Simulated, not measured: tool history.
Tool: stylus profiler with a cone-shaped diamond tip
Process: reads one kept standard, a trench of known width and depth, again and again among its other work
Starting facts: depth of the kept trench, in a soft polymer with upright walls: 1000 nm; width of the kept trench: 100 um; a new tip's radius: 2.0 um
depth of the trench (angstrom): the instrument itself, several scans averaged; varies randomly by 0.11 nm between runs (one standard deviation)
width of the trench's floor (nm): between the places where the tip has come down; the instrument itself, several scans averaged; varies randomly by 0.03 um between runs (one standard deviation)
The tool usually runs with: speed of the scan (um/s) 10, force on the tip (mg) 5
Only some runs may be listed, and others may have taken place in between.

| run | hour | speed of the scan (um/s) | force on the tip (mg) | depth of the trench (angstrom) | width of the trench's floor (nm) |
|---|---|---|---|---|---|
| 1 | 0 | 10 | 5 | 10259.3 | 95710 |
| 2 | 100.4 | 10 | 5 | 10258.5 | 95610 |
| 3 | 211.7 | 10 | 14.92 | 10539.7 | 95680 |
| 4 | 313.6 | 10 | 14.92 | 10537.6 | 95660 |
| 5 | 395 | 10 | 14.92 | 10536.5 | 95700 |
| 6 | 481.8 | 10 | 14.92 | 10533.3 | 95660 |
| 7 | 569.4 | 10 | 14.92 | 10534.3 | 95640 |
| 8 | 649.3 | 10 | 5 | 10251.1 | 95590 |
| 9 | 705.9 | 39 | 5 | 10249.7 | 95520 |
| 10 | 778.5 | 39 | 5 | 10248.3 | 95460 |
|  | 787.6 | height scale calibrated on a step standard |
| 11 | 836.8 | 10 | 9.86 | 10394.3 | 95560 |
| 12 | 902 | 10 | 9.86 | 10393.5 | 95520 |
| 13 | 959.1 | 10 | 9.86 | 10392.2 | 95560 |
| 14 | 1038.8 | 10 | 2.61 | 10151.1 | 95510 |
| 15 | 1132.4 | 10 | 5 | 10241.3 | 95560 |
|  | 1234.4 | height scale calibrated on a step standard, once more |
| 16 | 1234.9 | 10 | 5 | 10265.9 | 95470 |
| 17 | 1326.9 | 10 | 6.09 | 10301.2 | 95490 |
| 18 | 1435.5 | 20 | 6.09 | 10298.4 | 95430 |
| 19 | 1521.6 | 20 | 6.09 | 10300.1 | 95400 |
| 20 | 1614.5 | 12 | 3.35 | 10197.3 | 95400 |
| 21 | 1720.4 | 11 | 3.02 | 10182.9 | 95430 |
| 22 | 1771.5 | 11 | 3.02 | 10183.9 | 95410 |
| 23 | 1842.4 | 11 | 1.78 | 10125.2 | 95390 |
| 24 | 1928.2 | 11 | 9.56 | 10398.3 | 95420 |
| 25 | 2017.5 | 10 | 12.29 | 10473.2 | 95390 |
| 26 | 2093.2 | 19 | 1.73 | 10122.3 | 95260 |
| 27 | 2186.4 | 6 | 4.77 | 10245.7 | 95350 |

The next listed run, before its measurement:
| 28 | 2293.4 | 6 | 3.47 | ? | ? |

depth of the trench (angstrom): 10195.6
width of the trench's floor (nm): 95380
Had the tool carried no hidden state, the very same run would have given depth of the trench (angstrom) 10205.9, width of the trench's floor (nm) 96560.
